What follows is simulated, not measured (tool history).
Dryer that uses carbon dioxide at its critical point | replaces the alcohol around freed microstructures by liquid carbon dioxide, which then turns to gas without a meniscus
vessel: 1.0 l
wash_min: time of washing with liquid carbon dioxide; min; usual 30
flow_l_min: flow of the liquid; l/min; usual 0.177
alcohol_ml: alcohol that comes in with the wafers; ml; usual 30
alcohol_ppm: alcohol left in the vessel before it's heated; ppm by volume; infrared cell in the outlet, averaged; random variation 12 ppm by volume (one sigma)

run	hour	wash_min	flow_l_min	alcohol_ml	alcohol_ppm
1	0	30	0.177	30	1170
2	37.1	30	0.177	92	3557
3	93.8	30	0.177	92	4003
4	131.6	30	0.177	92	3991
# hour 137.8: inlet filter changed
5	191.9	30	0.177	92	2444
6	229.3	30	0.177	92	2577
7	274.4	30	0.177	92	2690
# hour 300.7: purifier's bed changed
8	332.4	30	0.177	92	2680
9	364.5	30	0.177	92	2890
10	424.9	30	0.177	30	1005
11	474.6	30	0.143	29	2041
12	526	44	0.208	39	174
13	561.9	30	0.208	44	994
14	593.1	29	0.213	37	895
# hour 598.2: inlet filter changed
15	654.1	29	0.213	37	551
16	703.1	21	0.177	47	3758
17	754.2	26	0.192	100	3694

4 ways to go on from here, each from the tool as it stands after run 17. What would each give?
A	805.3	42	0.293	68	?
B	805.3	30	0.177	69	?
C	805.3	44	0.177	31	?
D	805.3	40	0.129	30	?

run	alcohol_ppm
A	100
B	2077
C	256
D	1114
Without the tool's hidden state the same runs would have given:
run	alcohol_ppm
A	24
B	1549
C	130
D	812

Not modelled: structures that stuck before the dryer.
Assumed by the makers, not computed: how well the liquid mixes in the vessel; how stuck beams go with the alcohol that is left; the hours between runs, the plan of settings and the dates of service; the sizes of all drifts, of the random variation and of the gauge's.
